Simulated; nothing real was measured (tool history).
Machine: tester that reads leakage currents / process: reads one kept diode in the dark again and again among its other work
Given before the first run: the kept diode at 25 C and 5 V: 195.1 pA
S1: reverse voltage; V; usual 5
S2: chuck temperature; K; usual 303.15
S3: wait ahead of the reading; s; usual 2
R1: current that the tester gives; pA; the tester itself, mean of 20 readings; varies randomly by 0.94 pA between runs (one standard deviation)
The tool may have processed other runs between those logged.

run 1 hour=0 | S1=5 S2=303.15 S3=2 | R1=372.73
run 2 hour=133.6 | S1=5 S2=303.15 S3=2 | R1=379.16
run 3 hour=256.6 | S1=5 S2=303.15 S3=0.4 | R1=378.93
run 4 hour=344.2 | S1=5 S2=303.15 S3=6.01 | R1=382.31
run 5 hour=518.6 | S1=5 S2=303.15 S3=2 | R1=384.26
run 6 hour=606 | S1=5 S2=303.15 S3=2 | R1=389.49
run 7 hour=780.6 | S1=5 S2=303.15 S3=2 | R1=389.51
-- hour=798.8 chuck's temperature calibrated
run 8 hour=951.8 | S1=5 S2=303.15 S3=2 | R1=320.31
run 9 hour=1133.1 | S1=3.29 S2=303.15 S3=2 | R1=282.79
run 10 hour=1279.2 | S1=3.29 S2=318.15 S3=2 | R1=1071.93
run 11 hour=1386.2 | S1=4.87 S2=303.15 S3=2 | R1=326.4
run 12 hour=1546.4 | S1=4.87 S2=303.15 S3=2 | R1=331.74
run 13 hour=1691.6 | S1=5 S2=303.15 S3=0.31 | R1=336
run 14 hour=1863.3 | S1=5 S2=303.15 S3=2 | R1=339.63
run 15 hour=1992.8 | S1=5 S2=303.15 S3=2 | R1=343.04
run 16 hour=2120.6 | S1=5 S2=310.15 S3=2 | R1=649.15
run 17 hour=2202 | S1=5 S2=310.15 S3=2 | R1=649.91
run 18 hour=2364.1 | S1=9.68 S2=303.15 S3=2 | R1=438.78
run 19 hour=2502.1 | S1=9.68 S2=303.15 S3=2 | R1=439.14
run 20 hour=2679.3 | S1=9.68 S2=303.15 S3=2 | R1=448.85
run 21 hour=2826.9 | S1=2.3 S2=298.15 S3=2 | R1=176.68
run 22 hour=2974.4 | S1=5.59 S2=300.15 S3=6.69 | R1=287.17
run 23 hour=3057.7 | S1=2.77 S2=303.15 S3=2 | R1=302.01
-- hour=3115.2 probe card cleaned and baked
run 24 hour=3241.5 | S1=13.82 S2=303.15 S3=1.34 | R1=503.58
run 25 hour=3379.8 | S1=13.82 S2=297.15 S3=3.54 | R1=289.24
-- hour=3390.5 tester calibrated
run 26 hour=3520.9 | S1=17.05 S2=303.15 S3=3.48 | R1=547.82
run 27 hour=3650.7 | S1=4.41 S2=301.15 S3=1.02 | R1=298.68
run 28 hour=3779.4 | S1=5 S2=304.15 S3=2 | R1=412.99
run 29 hour=3907.4 | S1=1.98 S2=302.15 S3=1.37 | R1=256.53
run 30 hour=3995.1 | S1=2.24 S2=294.15 S3=2 | R1=125.93
-- hour=4051.7 tester calibrated, once more
run 31 hour=4076.4 | S1=2 S2=303.15 S3=2 | R1=281.99
-- hour=4185.5 chuck's temperature calibrated
run 32 hour=4226.8 | S1=3.12 S2=294.15 S3=3.2 | R1=115.09
run 33 hour=4324.9 | S1=3.12 S2=294.15 S3=3.2 | R1=116.12
run 34 hour=4442.8 | S1=3.12 S2=294.15 S3=3.2 | R1=117
run 35 hour=4525.6 | S1=13.36 S2=294.15 S3=2.68 | R1=189.31
run 36 hour=4659.1 | S1=8.43 S2=305.15 S3=0.58 | R1=462.96
run 37 hour=4830.8 | S1=13.98 S2=331.15 S3=0.87 | R1=4947.65

Forecast each of these 3 alternatives for the next run:
run A hour=4962.6 | S1=16.7 S2=328.15 S3=0.75 | R1=?
run B hour=4962.6 | S1=9.53 S2=303.15 S3=2 | R1=?
run C hour=4962.6 | S1=7.03 S2=320.15 S3=5.81 | R1=?

run=A R1=4125.43
run=B R1=409.44
run=C R1=1641.68
Take away the tool's hidden state, keep each run's random variation, and the runs would have read:
run=A R1=3951.7
run=B R1=385.13
run=C R1=1569.07
